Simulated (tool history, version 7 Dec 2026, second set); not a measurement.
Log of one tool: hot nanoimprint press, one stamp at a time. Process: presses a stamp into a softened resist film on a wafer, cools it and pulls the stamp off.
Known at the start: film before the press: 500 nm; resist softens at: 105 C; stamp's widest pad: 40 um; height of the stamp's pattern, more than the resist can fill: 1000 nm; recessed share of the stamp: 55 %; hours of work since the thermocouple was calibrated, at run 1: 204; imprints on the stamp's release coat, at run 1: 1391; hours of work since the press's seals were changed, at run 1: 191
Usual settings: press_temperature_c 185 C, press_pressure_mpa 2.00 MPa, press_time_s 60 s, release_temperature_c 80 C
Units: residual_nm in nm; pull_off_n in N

run	day	press_temperature_c	press_pressure_mpa	press_time_s	release_temperature_c	hours of work since the thermocouple was calibrated	imprints on the stamp's release coat	hours of work since the press's seals were changed	residual_nm	pull_off_n
1	0.000	185	2.00	60	80	204	1391	191	222.1	204
2	0.579	185	2.00	60	80	210	1431	197	223.3	210
3	0.971	188	2.00	60	80	214	1457	201	200.2	204
4	1.342	188	2.00	60	80	218	1482	204	200.0	206
5	1.683	188	2.00	60	80	221	1505	208	200.3	212
6	2.242	188	2.00	60	80	227	1543	213	199.7	212
7	2.712	188	2.00	60	80	231	1574	218	200.3	210
8	3.208	188	2.00	60	80	236	1608	223	200.2	213
9	3.717	188	2.00	60	80	241	1642	228	200.3	215
10	4.217	188	2.00	60	80	246	1676	233	200.1	208
11	4.583	185	2.00	74	80	250	1701	236	207.9	217
12	4.983	185	2.00	60	80	254	1728	240	223.3	219
# day 5.154: plate thermocouple calibrated
13	5.342	185	2.00	60	80	2	1743	243	225.3	215
14	5.775	185	2.00	60	80	6	1773	247	225.4	221
15	6.150	185	2.00	60	80	10	1798	251	225.6	217
16	6.575	185	3.19	60	69	14	1826	255	174.2	277
# day 6.933: stamp cleaned and given a new release coat
17	7.346	187	1.45	107	76	19	28	260	204.1	186
18	7.733	185	2.00	76	86	23	54	264	207.6	147
19	8.188	185	2.00	76	86	28	84	268	208.4	146
20	8.433	196	2.00	76	86	30	101	271	139.4	147
# day 8.683: plate thermocouple calibrated, once more
21	9.000	185	2.60	60	80	3	131	275	192.6	173
22	9.312	173	1.88	38	80	6	152	278	377.7	172
23	9.725	181	1.30	60	80	10	180	282	311.0	173
24	10.238	179	1.30	60	75	15	214	288	331.4	192
25	10.496	176	1.38	60	80	18	232	290	352.5	175
26	10.933	194	1.38	43	87	22	261	294	222.3	147
27	11.242	194	1.38	43	87	25	282	297	222.5	143
28	11.642	194	2.00	60	80	29	309	301	160.4	174

Forecast each of these 3 alternatives for the next run:
A	11.971	191	1.24	60	77	33	331	305	?	?
B	11.971	194	1.32	104	80	33	331	305	?	?
C	11.971	185	2.00	62	80	33	331	305	?	?

run	residual_nm	pull_off_n
A	230.8	183
B	166.4	179
C	219.8	172
Without the tool's hidden state the same runs would have given:
run	residual_nm	pull_off_n
A	228.9	173
B	164.8	169
C	217.3	163
